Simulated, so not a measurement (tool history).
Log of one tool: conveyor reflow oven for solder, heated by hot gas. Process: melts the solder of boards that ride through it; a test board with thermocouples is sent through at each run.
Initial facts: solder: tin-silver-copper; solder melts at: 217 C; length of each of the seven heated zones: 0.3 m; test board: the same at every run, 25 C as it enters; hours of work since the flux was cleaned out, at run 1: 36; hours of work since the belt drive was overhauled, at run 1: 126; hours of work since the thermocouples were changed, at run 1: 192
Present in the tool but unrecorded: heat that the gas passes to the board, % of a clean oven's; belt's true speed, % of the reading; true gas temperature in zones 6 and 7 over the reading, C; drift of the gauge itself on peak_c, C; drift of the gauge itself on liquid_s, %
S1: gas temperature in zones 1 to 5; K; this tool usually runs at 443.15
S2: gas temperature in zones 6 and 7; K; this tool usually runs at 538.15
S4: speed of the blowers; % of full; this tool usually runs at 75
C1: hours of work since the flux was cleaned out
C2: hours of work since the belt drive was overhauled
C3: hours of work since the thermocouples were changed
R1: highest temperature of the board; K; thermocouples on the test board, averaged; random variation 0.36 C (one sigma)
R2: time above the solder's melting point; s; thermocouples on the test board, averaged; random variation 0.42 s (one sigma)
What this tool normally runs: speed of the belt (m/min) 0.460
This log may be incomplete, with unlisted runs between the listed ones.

Run 1, hour 0.0: usual settings; C1 36; C2 126; C3 192. Result: R1 521.15 K, R2 53.4 s.
Run 2, hour 22.3: usual settings; C1 50; C2 140; C3 206. Result: R1 520.25 K, R2 54.2 s.
Run 3, hour 46.8: usual settings; C1 65; C2 155; C3 221. Result: R1 520.55 K, R2 53.7 s.
Run 4, hour 67.9: usual settings; C1 78; C2 168; C3 234. Result: R1 520.35 K, R2 53.1 s.
Run 5, hour 98.0: usual settings; C1 96; C2 186; C3 252. Result: R1 520.95 K, R2 53.1 s.
Run 6, hour 135.0: usual settings but S4 62 % of full; C1 119; C2 209; C3 275. Result: R1 516.45 K, R2 48.1 s.
Run 7, hour 159.9: usual settings but S4 62 % of full; C1 134; C2 224; C3 290. Result: R1 516.35 K, R2 47.5 s.
Run 8, hour 177.1: usual settings but S4 71 % of full; C1 144; C2 235; C3 301. Result: R1 518.95 K, R2 51.2 s.
Run 9, hour 193.6: usual settings but S4 71 % of full; C1 154; C2 245; C3 311. Result: R1 518.85 K, R2 51.9 s.
Run 10, hour 218.9: usual settings but S4 63 % of full; C1 170; C2 260; C3 326. Result: R1 516.25 K, R2 47.5 s.
Run 11, hour 242.0: usual settings but S1 434.15 K; C1 184; C2 274; C3 340. Result: R1 518.35 K, R2 48.2 s.
Run 12, hour 261.0: usual settings but S1 454.15 K; C1 196; C2 286; C3 352. Result: R1 522.15 K, R2 58.6 s.
Run 13, hour 279.5: usual settings but S4 63 % of full; C1 207; C2 297; C3 363. Result: R1 515.95 K, R2 47.2 s.
Run 14, hour 296.8: usual settings; C1 217; C2 308; C3 374. Result: R1 519.35 K, R2 51.7 s.
Run 15, hour 328.2: usual settings but speed of the belt (m/min) 0.396; C1 237; C2 327; C3 393. Result: R1 524.35 K, R2 66.8 s.
Run 16, hour 346.9: usual settings; C1 248; C2 338; C3 404. Result: R1 519.65 K, R2 52.6 s.
Run 17, hour 362.3: usual settings but S1 435.15 K, S2 532.15 K; C1 258; C2 348; C3 414. Result: R1 513.15 K, R2 41.9 s.
Run 18, hour 390.0: usual settings but S1 435.15 K, S2 532.15 K; C1 274; C2 365; C3 431. Result: R1 512.85 K, R2 43.8 s.
Run 19, hour 405.6: usual settings but S1 439.15 K, S2 533.15 K, speed of the belt (m/min) 0.518, S4 52 % of full; C1 284; C2 374; C3 440. Result: R1 500.15 K, R2 20.1 s.
Run 20, hour 422.8: usual settings but S2 545.15 K, speed of the belt (m/min) 0.405, S4 59 % of full; C1 295; C2 385; C3 451. Result: R1 525.15 K, R2 64.2 s.
Run 21, hour 443.4: usual settings but S1 429.15 K, S2 541.15 K, speed of the belt (m/min) 0.505, S4 63 % of full; C1 307; C2 397; C3 463. Result: R1 510.05 K, R2 31.6 s.
Run 22, hour 472.9: usual settings but S1 456.15 K, S2 530.15 K, speed of the belt (m/min) 0.532, S4 56 % of full; C1 325; C2 415; C3 481. Result: R1 504.15 K, R2 29.4 s.
Run 23, hour 491.2: usual settings but S1 434.15 K, S2 541.15 K, speed of the belt (m/min) 0.414, S4 78 % of full; C1 336; C2 427; C3 493. Result: R1 524.25 K, R2 60.2 s.
Run 24, hour 520.3: usual settings but S1 434.15 K, S2 541.15 K, speed of the belt (m/min) 0.414, S4 78 % of full; C1 354; C2 444; C3 510. Result: R1 523.65 K, R2 59.6 s.
Run 25, hour 539.6: usual settings but S2 539.15 K, speed of the belt (m/min) 0.413; C1 366; C2 456; C3 522. Result: R1 523.35 K, R2 62.6 s.
Run 26, hour 559.3: usual settings but S2 546.15 K, speed of the belt (m/min) 0.377; C1 378; C2 468; C3 534. Result: R1 532.55 K, R2 76.5 s.
At hour 569.1: flux residue cleaned out of gas plates and filters.
Run 27, hour 597.9: usual settings but S1 458.15 K, speed of the belt (m/min) 0.387, S4 72 % of full; C1 18; C2 489; C3 555. Result: R1 527.95 K, R2 78.2 s.
Run 28, hour 630.4: usual settings but S1 455.15 K, speed of the belt (m/min) 0.398, S4 88 % of full; C1 37; C2 509; C3 575. Result: R1 529.65 K, R2 76.9 s.
Run 29, hour 666.2: usual settings but S1 449.15 K, S2 544.15 K, speed of the belt (m/min) 0.370, S4 52 % of full; C1 59; C2 531; C3 597. Result: R1 526.85 K, R2 76.0 s.
Run 30, hour 683.6: usual settings but S1 449.15 K, S2 544.15 K, speed of the belt (m/min) 0.370, S4 52 % of full; C1 70; C2 541; C3 607. Result: R1 527.25 K, R2 75.8 s.
Run 31, hour 718.9: usual settings but S1 449.15 K, S2 544.15 K, speed of the belt (m/min) 0.370, S4 52 % of full; C1 92; C2 563; C3 629. Result: R1 527.15 K, R2 74.9 s.
Run 32, hour 741.5: usual settings but S1 449.15 K, S2 544.15 K, speed of the belt (m/min) 0.370, S4 52 % of full; C1 105; C2 577; C3 643. Result: R1 527.65 K, R2 75.5 s.

Results per run with the tool's hidden condition removed, run-to-run variation unchanged:
run      R1    R2
  1  521.35  53.5
  2  520.45  54.4
  3  520.95  54.0
  4  520.75  53.5
  5  521.45  53.7
  6  517.05  48.8
  7  517.05  48.3
  8  519.75  52.0
  9  519.75  52.8
 10  517.15  48.6
 11  519.55  49.5
 12  523.15  59.6
 13  517.15  48.5
 14  520.65  53.1
 15  525.55  68.0
 16  521.15  54.2
 17  514.75  44.1
 18  514.55  46.3
 19  501.75  22.8
 20  526.45  65.5
 21  512.35  34.4
 22  505.85  32.4
 23  526.25  62.3
 24  525.75  61.8
 25  525.25  64.6
 26  534.25  77.8
 27  527.55  77.4
 28  529.35  76.3
 29  526.55  75.2
 30  526.95  75.1
 31  526.85  74.2
 32  527.45  74.9
